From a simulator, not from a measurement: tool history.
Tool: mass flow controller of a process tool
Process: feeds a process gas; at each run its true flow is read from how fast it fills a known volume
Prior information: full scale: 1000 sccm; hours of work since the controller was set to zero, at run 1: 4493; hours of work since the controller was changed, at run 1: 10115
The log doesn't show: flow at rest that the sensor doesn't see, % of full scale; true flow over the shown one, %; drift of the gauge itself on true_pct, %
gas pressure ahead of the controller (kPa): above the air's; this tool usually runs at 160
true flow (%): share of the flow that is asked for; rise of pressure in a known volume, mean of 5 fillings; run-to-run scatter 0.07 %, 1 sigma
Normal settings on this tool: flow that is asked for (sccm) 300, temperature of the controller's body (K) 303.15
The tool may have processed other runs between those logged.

run,hour,flow that is asked for (sccm),gas pressure ahead of the controller (kPa),temperature of the controller's body (K),hours of work since the controller was set to zero,hours of work since the controller was changed,true flow (%)
1,0,300,160,303.15,4493,10115,99.12
2,354.4,300,190,303.15,4730,10352,99.09
3,746.9,300,190,303.15,4993,10615,98.95
4,1013.9,300,190,300.15,5171,10793,99.31
# hour 1295.9: controller's zero set anew
5,1494.3,300,160,303.15,133,11115,99.06
6,1789.5,300,160,303.15,330,11312,98.83
7,2176.3,300,255,303.15,589,11571,98.74
8,2599.1,300,179,303.15,872,11854,98.81
9,2987.4,300,179,303.15,1132,12114,98.77
10,3459.4,300,179,303.15,1449,12431,98.73
11,3718.8,300,179,303.15,1622,12604,98.48
12,4169.9,300,179,303.15,1924,12906,98.48
13,4502.7,300,179,303.15,2147,13129,98.58
14,4881.9,300,241,303.15,2401,13383,98.45
15,5296.2,300,160,295.15,2678,13660,99.27
16,5612.6,300,141,295.15,2890,13872,99.14
17,5921.5,300,160,297.15,3097,14079,99.01
18,6222.3,141,160,297.15,3298,14280,98.78
19,6529.6,141,160,297.15,3504,14486,98.75
# hour 6679.7: controller exchanged for a calibrated one
20,6992.6,300,160,303.15,210,210,98.22
21,7461.8,300,160,303.15,524,524,98.12
22,7859.5,300,160,303.15,790,790,98.17
23,8108.5,300,160,310.15,957,957,97.51
24,8560.8,300,160,303.15,1259,1259,98.19
25,8954.5,300,160,303.15,1523,1523,98.07
26,9312.2,300,259,306.15,1763,1763,97.62
27,9703.7,300,157,305.15,2025,2025,97.87
28,10189.6,300,247,303.15,2350,2350,97.65
29,10419.4,985,160,299.15,2504,2504,98.59
30,10848.4,985,160,299.15,2791,2791,98.71
# hour 11016.3: gauge calibrated
31,11057.4,985,160,299.15,2931,2931,99.9
32,11511.9,225,160,302.15,3235,3235,99.27
33,11739.8,201,272,299.15,3388,3388,99.29
34,11945.5,201,272,299.15,3526,3526,99.09
35,12287.2,201,272,299.15,3754,3754,99.09
36,12572,486,272,295.15,3945,3945,99.63
37,12969,428,221,295.15,4211,4211,99.56
38,13406.8,221,221,300.15,4504,4504,98.86
39,13607.5,621,160,302.15,4638,4638,99
40,14039.5,621,160,302.15,4928,4928,99.16
41,14404.6,511,160,302.15,5172,5172,98.95
# hour 14694.7: controller's zero set anew
42,14883,511,160,302.15,126,5492,98.81
43,15188.5,511,160,312.15,331,5697,98.02
44,15533.7,511,160,312.15,562,5928,97.95
45,15890,300,176,303.15,800,6166,98.47
46,16105.1,300,176,297.15,944,6310,99.14
47,16586.7,300,176,297.15,1267,6633,98.87

What if the next run were any one of these 5? Each begins from the tool's condition after run 47:
A,16841.4,537,178,294.15,1437,6803,?
B,16841.4,300,195,303.15,1437,6803,?
C,16841.4,300,243,303.15,1437,6803,?
D,16841.4,300,160,309.15,1437,6803,?
E,16841.4,136,239,294.15,1437,6803,?

run,true flow (%)
A,99.34
B,98.36
C,98.41
D,97.91
E,99.11
With the hidden condition removed and each run's random variation left untouched, the same runs would have given:
run,true flow (%)
A,100.07
B,99.09
C,99.14
D,98.64
E,99.84
